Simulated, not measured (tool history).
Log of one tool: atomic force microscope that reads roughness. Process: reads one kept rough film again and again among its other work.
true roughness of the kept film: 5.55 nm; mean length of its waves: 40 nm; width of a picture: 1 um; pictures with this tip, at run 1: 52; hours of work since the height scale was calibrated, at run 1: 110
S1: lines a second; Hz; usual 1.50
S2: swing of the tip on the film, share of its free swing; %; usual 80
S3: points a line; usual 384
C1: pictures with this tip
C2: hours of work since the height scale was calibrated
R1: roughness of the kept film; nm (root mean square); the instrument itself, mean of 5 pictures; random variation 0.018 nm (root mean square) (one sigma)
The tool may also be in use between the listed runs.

Run 1, day 0.000: usual settings; C1 52; C2 110. Result: R1 4.408 nm (root mean square).
At day 0.679: new tip fitted.
Run 2, day 0.967: usual settings; C1 7; C2 123. Result: R1 4.427 nm (root mean square).
Run 3, day 2.200: usual settings; C1 34; C2 141. Result: R1 4.404 nm (root mean square).
Run 4, day 3.004: usual settings; C1 52; C2 152. Result: R1 4.433 nm (root mean square).
At day 3.625: new tip fitted.
Run 5, day 3.812: usual settings; C1 4; C2 163. Result: R1 4.424 nm (root mean square).
Run 6, day 4.850: usual settings but S2 65 %; C1 27; C2 178. Result: R1 4.689 nm (root mean square).
Run 7, day 5.683: usual settings but S2 65 %; C1 46; C2 190. Result: R1 4.674 nm (root mean square).
At day 6.646: new tip fitted.
Run 8, day 6.729: usual settings but S1 1.99 Hz, S2 55 %; C1 2; C2 204. Result: R1 4.683 nm (root mean square).
Run 9, day 7.979: usual settings but S1 2.89 Hz, S2 70 %, S3 387; C1 30; C2 222. Result: R1 4.327 nm (root mean square).
Run 10, day 8.638: usual settings but S1 2.89 Hz, S2 70 %, S3 404; C1 45; C2 231. Result: R1 4.384 nm (root mean square).
At day 9.642: new tip fitted.
Run 11, day 9.721: usual settings but S1 2.06 Hz, S2 64 %, S3 510; C1 2; C2 246. Result: R1 4.614 nm (root mean square).

4 ways to go on from here, each from the tool as it stands after run 11. What would each give?
Run A, day 10.658: usual settings but S1 2.06 Hz, S2 86 %, S3 510; C1 23; C2 259. Result: R1 ?.
Run B, day 10.658: usual settings but S1 2.06 Hz, S2 64 %, S3 445; C1 23; C2 259. Result: R1 ?.
Run C, day 10.658: usual settings but S1 2.06 Hz, S2 89 %, S3 344; C1 23; C2 259. Result: R1 ?.
Run D, day 10.658: usual settings but S1 2.29 Hz, S2 64 %, S3 510; C1 23; C2 259. Result: R1 ?.

run     R1
  A  4.093
  B  4.579
  C  3.997
  D  4.593
Without the tool's hidden state the same runs would have given:
run     R1
  A  4.098
  B  4.586
  C  4.002
  D  4.599

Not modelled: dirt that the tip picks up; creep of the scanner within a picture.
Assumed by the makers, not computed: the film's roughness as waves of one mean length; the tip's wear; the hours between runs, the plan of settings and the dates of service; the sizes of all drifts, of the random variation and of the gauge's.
